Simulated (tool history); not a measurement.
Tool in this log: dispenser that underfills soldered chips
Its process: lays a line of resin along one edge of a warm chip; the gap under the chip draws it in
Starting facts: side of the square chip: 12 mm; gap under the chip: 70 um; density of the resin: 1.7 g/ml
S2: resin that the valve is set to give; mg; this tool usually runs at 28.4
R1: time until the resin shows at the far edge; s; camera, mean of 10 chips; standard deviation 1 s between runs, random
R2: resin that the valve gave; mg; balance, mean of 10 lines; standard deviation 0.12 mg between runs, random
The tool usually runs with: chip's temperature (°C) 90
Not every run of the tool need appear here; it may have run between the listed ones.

Run 1, hour 0.0: usual settings. Result: R1 119.5 s, R2 27.74 mg.
Run 2, hour 3.0: usual settings. Result: R1 136.8 s, R2 27.46 mg.
At hour 5.6: new syringe of resin.
Run 3, hour 6.5: usual settings. Result: R1 101.2 s, R2 27.53 mg.
Run 4, hour 11.0: usual settings. Result: R1 128.1 s, R2 27.59 mg.
Run 5, hour 14.3: usual settings. Result: R1 147.6 s, R2 27.66 mg.
At hour 15.7: new syringe of resin.
Run 6, hour 18.3: usual settings. Result: R1 109.3 s, R2 27.31 mg.
Run 7, hour 22.2: usual settings. Result: R1 133.0 s, R2 27.51 mg.
Run 8, hour 24.7: usual settings. Result: R1 148.8 s, R2 27.38 mg.
At hour 25.5: new syringe of resin.
Run 9, hour 28.6: usual settings but S2 29.1 mg. Result: R1 115.2 s, R2 27.88 mg.
Run 10, hour 33.6: usual settings. Result: R1 145.8 s, R2 27.14 mg.
At hour 35.6: new syringe of resin.
Run 11, hour 37.9: usual settings. Result: R1 109.0 s, R2 27.34 mg.
Run 12, hour 41.2: usual settings. Result: R1 126.9 s, R2 27.14 mg.
At hour 45.4: new syringe of resin.
Run 13, hour 45.7: usual settings. Result: R1 96.8 s, R2 27.23 mg.
Run 14, hour 48.6: usual settings but chip's temperature (°C) 82. Result: R1 150.9 s, R2 27.19 mg.
Run 15, hour 53.4: usual settings but chip's temperature (°C) 82. Result: R1 189.9 s, R2 27.04 mg.
At hour 55.3: new syringe of resin.
Run 16, hour 56.4: usual settings but chip's temperature (°C) 82. Result: R1 136.1 s, R2 26.86 mg.
Run 17, hour 59.8: usual settings but chip's temperature (°C) 82. Result: R1 161.7 s, R2 26.94 mg.
Run 18, hour 63.0: usual settings but chip's temperature (°C) 82. Result: R1 194.3 s, R2 26.91 mg.
At hour 65.1: new syringe of resin.
Run 19, hour 67.5: usual settings but chip's temperature (°C) 82. Result: R1 143.7 s, R2 27.02 mg.
Run 20, hour 69.8: usual settings but S2 36.1 mg. Result: R1 119.4 s, R2 34.21 mg.
Run 21, hour 72.9: usual settings but S2 36.1 mg. Result: R1 140.5 s, R2 33.95 mg.
At hour 75.1: new syringe of resin.
Run 22, hour 75.9: usual settings but chip's temperature (°C) 99, S2 36.1 mg. Result: R1 75.0 s, R2 33.98 mg.
At hour 79.1: dispensing valve cleaned and set on the balance.
Run 23, hour 81.2: usual settings but S2 27.1 mg. Result: R1 126.8 s, R2 27.01 mg.
At hour 86.1: new syringe of resin.
Run 24, hour 86.3: usual settings but chip's temperature (°C) 89. Result: R1 104.4 s, R2 28.26 mg.
Run 25, hour 89.3: usual settings but chip's temperature (°C) 89. Result: R1 117.7 s, R2 28.22 mg.
Run 26, hour 92.2: usual settings but chip's temperature (°C) 89. Result: R1 137.5 s, R2 28.34 mg.
At hour 96.2: new syringe of resin.
Run 27, hour 97.9: usual settings but chip's temperature (°C) 87, S2 35.1 mg. Result: R1 115.7 s, R2 34.92 mg.
Run 28, hour 101.0: usual settings but chip's temperature (°C) 88, S2 25.1 mg. Result: R1 132.8 s, R2 24.81 mg.
Run 29, hour 105.5: usual settings but chip's temperature (°C) 88, S2 25.1 mg. Result: R1 165.9 s, R2 24.74 mg.
At hour 106.2: new syringe of resin.
Run 30, hour 108.4: usual settings but chip's temperature (°C) 104, S2 30.2 mg. Result: R1 67.0 s, R2 29.81 mg.
Run 31, hour 110.8: usual settings but chip's temperature (°C) 104, S2 30.2 mg. Result: R1 76.1 s, R2 29.71 mg.
Run 32, hour 113.6: usual settings but chip's temperature (°C) 80, S2 33.0 mg. Result: R1 200.5 s, R2 32.69 mg.
At hour 116.1: new syringe of resin.
Run 33, hour 117.2: usual settings but chip's temperature (°C) 80, S2 33.0 mg. Result: R1 146.2 s, R2 32.56 mg.
Run 34, hour 121.0: usual settings but chip's temperature (°C) 93, S2 36.7 mg. Result: R1 110.7 s, R2 36.01 mg.

Measured result minus the same run's result without the hidden state. Both carry the same run-to-run variation, though not necessarily the same gauge scatter:
Hidden state present: resin's viscosity, % of fresh resin's; dose that the valve gives, % of what is set; true chip temperature over the reading, C; drift of the gauge itself on fill_s, %; drift of the gauge itself on given_mg, %.
run     R1     R2
  1  +23.0  -0.76
  2  +41.7  -0.80
  3   +5.3  -0.84
  4  +31.0  -0.91
  5  +52.9  -0.96
  6  +13.7  -1.00
  7  +36.9  -1.05
  8  +53.5  -1.08
  9  +18.5  -1.15
 10  +50.0  -1.18
 11  +13.0  -1.24
 12  +31.9  -1.28
 13   +2.6  -1.35
 14  +23.3  -1.39
 15  +63.2  -1.45
 16  +10.2  -1.48
 17  +35.2  -1.53
 18  +64.2  -1.56
 19  +18.1  -1.63
 20  +25.6  -2.11
 21  +45.9  -2.15
 22   +5.0  -2.19
 23  +30.8  -0.04
 24   +3.9  -0.10
 25  +19.9  -0.15
 26  +38.5  -0.18
 27  +10.4  -0.31
 28  +29.2  -0.26
 29  +62.1  -0.32
 30   +8.6  -0.42
 31  +17.1  -0.45
 32  +65.5  -0.54
 33  +11.5  -0.60
 34  +26.0  -0.74

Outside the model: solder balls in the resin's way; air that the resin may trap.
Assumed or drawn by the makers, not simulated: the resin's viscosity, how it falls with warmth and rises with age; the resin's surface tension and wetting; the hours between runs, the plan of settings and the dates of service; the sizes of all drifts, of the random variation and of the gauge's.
